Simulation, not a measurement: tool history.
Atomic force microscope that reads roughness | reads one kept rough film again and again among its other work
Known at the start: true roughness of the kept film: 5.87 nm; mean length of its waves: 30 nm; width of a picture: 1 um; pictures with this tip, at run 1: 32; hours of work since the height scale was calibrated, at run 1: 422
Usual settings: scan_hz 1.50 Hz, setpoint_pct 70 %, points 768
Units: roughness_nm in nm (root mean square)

run     day  scan_hz  setpoint_pct  points  pictures with this tip  hours of work since the height scale was calibrated  roughness_nm
  1   0.000     1.50            70     768                      32                                                  422         4.529
  2   1.971     1.50            70     595                      73                                                  447         4.493
      2.117  -- new tip fitted
  3   3.429     1.50            70     595                      27                                                  465         4.497
  4   5.200     1.50            70     768                      63                                                  488         4.491
      5.783  -- new tip fitted
  5   6.621     1.50            71     768                      17                                                  506         4.488
  6   7.571     1.50            71     768                      37                                                  518         4.483
  7   8.579     2.37            71     768                      58                                                  531         4.438
      9.450  -- new tip fitted
  8   9.488     2.37            71     768                       0                                                  542         4.452
  9  11.258     2.37            71     768                      37                                                  564         4.422
 10  12.329     1.50            70     768                      59                                                  578         4.505
     13.092  -- new tip fitted
 11  14.042     1.50            70     768                      19                                                  600         4.526
 12  14.933     1.50            72     768                      38                                                  611         4.513
 13  15.971     1.50            81     768                      59                                                  624         4.379
     16.767  -- new tip fitted
 14  17.346     2.27            68     274                      12                                                  641         4.418
 15  18.396     3.68            63     493                      34                                                  655         4.410
 16  19.912     0.83            65     768                      66                                                  674         4.590
     20.421  -- new tip fitted
 17  21.346     0.83            65     768                      19                                                  692         4.598
 18  22.892     0.83            65     768                      51                                                  712         4.607
     24.092  -- new tip fitted
 19  24.500     0.83            65     768                       9                                                  732         4.585
 20  26.154     2.07            84     768                      43                                                  753         4.262
 21  27.283     1.15            81     594                      66                                                  767         4.435
     27.771  -- new tip fitted
 22  28.721     1.15            81     594                      20                                                  785         4.482
 23  30.317     1.15            81     594                      53                                                  806         4.424
 24  31.150     1.15            81     594                      70                                                  816         4.426
     31.442  -- new tip fitted
 25  32.792     1.50            70     465                      28                                                  837         4.488
 26  33.817     0.57            83     768                      49                                                  850         4.556

Forecast each of these 3 alternatives for the next run:
     35.096  -- new tip fitted
  A  35.096     2.11            86     768                       0                                                  866             ?
     35.096  -- new tip fitted
  B  35.096     2.56            85     288                       0                                                  866             ?
     35.096  -- new tip fitted
  C  35.096     2.09            70     540                       0                                                  866             ?

run  roughness_nm
  A         4.242
  B         4.162
  C         4.458
Without the tool's hidden state the same runs would have given:
run  roughness_nm
  A         4.243
  B         4.162
  C         4.459
